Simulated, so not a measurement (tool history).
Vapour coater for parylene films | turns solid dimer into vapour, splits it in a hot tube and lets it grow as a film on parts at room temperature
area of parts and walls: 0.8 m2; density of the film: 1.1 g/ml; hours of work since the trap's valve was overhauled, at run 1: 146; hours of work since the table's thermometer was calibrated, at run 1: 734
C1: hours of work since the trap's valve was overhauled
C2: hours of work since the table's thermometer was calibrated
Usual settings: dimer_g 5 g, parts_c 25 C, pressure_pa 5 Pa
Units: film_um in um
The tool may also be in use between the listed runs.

run 1 hour=0 | dimer_g=5 parts_c=25 pressure_pa=5 | C1=146 C2=734 | film_um=3.3
run 2 hour=29.4 | dimer_g=3 parts_c=25 pressure_pa=5 | C1=161 C2=750 | film_um=2.02
run 3 hour=50.7 | dimer_g=8 parts_c=25 pressure_pa=5 | C1=173 C2=761 | film_um=5.25
run 4 hour=88.2 | dimer_g=8 parts_c=25 pressure_pa=5 | C1=193 C2=781 | film_um=5.36
run 5 hour=105.1 | dimer_g=8 parts_c=25 pressure_pa=5 | C1=202 C2=790 | film_um=5.2
run 6 hour=132.5 | dimer_g=5 parts_c=25 pressure_pa=3.1 | C1=217 C2=805 | film_um=3.47
run 7 hour=163.2 | dimer_g=5 parts_c=25 pressure_pa=3.1 | C1=233 C2=822 | film_um=3.46
run 8 hour=197.8 | dimer_g=5 parts_c=20 pressure_pa=5 | C1=252 C2=840 | film_um=3.97
run 9 hour=215.1 | dimer_g=5 parts_c=20 pressure_pa=5 | C1=261 C2=849 | film_um=3.94
run 10 hour=245.6 | dimer_g=5 parts_c=20 pressure_pa=5 | C1=277 C2=866 | film_um=3.97
run 11 hour=279.3 | dimer_g=5 parts_c=20 pressure_pa=5 | C1=296 C2=884 | film_um=3.94
run 12 hour=311.8 | dimer_g=5 parts_c=20 pressure_pa=5 | C1=313 C2=901 | film_um=3.9
run 13 hour=330.5 | dimer_g=5 parts_c=37 pressure_pa=5 | C1=323 C2=911 | film_um=1.98
run 14 hour=349.3 | dimer_g=5 parts_c=25 pressure_pa=5 | C1=333 C2=921 | film_um=3.17
run 15 hour=367.3 | dimer_g=3 parts_c=20 pressure_pa=2.61 | C1=343 C2=931 | film_um=2.52
run 16 hour=398.3 | dimer_g=3 parts_c=20 pressure_pa=2.61 | C1=359 C2=948 | film_um=2.51
run 17 hour=428.7 | dimer_g=3 parts_c=20 pressure_pa=2.61 | C1=376 C2=964 | film_um=2.47
run 18 hour=458.8 | dimer_g=3 parts_c=20 pressure_pa=2.61 | C1=392 C2=980 | film_um=2.48
run 19 hour=493.3 | dimer_g=2 parts_c=21 pressure_pa=2.61 | C1=410 C2=999 | film_um=1.55
run 20 hour=514.3 | dimer_g=5 parts_c=21 pressure_pa=2.61 | C1=422 C2=1010 | film_um=3.9
run 21 hour=534.7 | dimer_g=5 parts_c=21 pressure_pa=9.64 | C1=433 C2=1021 | film_um=3.38
run 22 hour=552.9 | dimer_g=5 parts_c=37 pressure_pa=9.64 | C1=442 C2=1031 | film_um=1.75
run 23 hour=574.8 | dimer_g=5 parts_c=37 pressure_pa=7.58 | C1=454 C2=1042 | film_um=1.86
run 24 hour=594.4 | dimer_g=5 parts_c=37 pressure_pa=7.58 | C1=465 C2=1053 | film_um=1.83
run 25 hour=618.2 | dimer_g=6 parts_c=31 pressure_pa=2.75 | C1=477 C2=1066 | film_um=3.12
run 26 hour=655.5 | dimer_g=4 parts_c=25 pressure_pa=3.65 | C1=497 C2=1086 | film_um=2.57
run 27 hour=678.3 | dimer_g=6 parts_c=23 pressure_pa=3.41 | C1=510 C2=1098 | film_um=4.11

Forecast each of these 4 alternatives for the next run:
run A hour=701 | dimer_g=3 parts_c=23 pressure_pa=8.89 | C1=522 C2=1110 | film_um=?
run B hour=701 | dimer_g=6 parts_c=25 pressure_pa=5 | C1=522 C2=1110 | film_um=?
run C hour=701 | dimer_g=6 parts_c=36 pressure_pa=10.21 | C1=522 C2=1110 | film_um=?
run D hour=701 | dimer_g=8 parts_c=25 pressure_pa=5 | C1=522 C2=1110 | film_um=?

run=A film_um=1.87
run=B film_um=3.68
run=C film_um=2.19
run=D film_um=4.87
Without the tool's hidden state the same runs would have given:
run=A film_um=2.08
run=B film_um=4.1
run=C film_um=2.43
run=D film_um=5.42
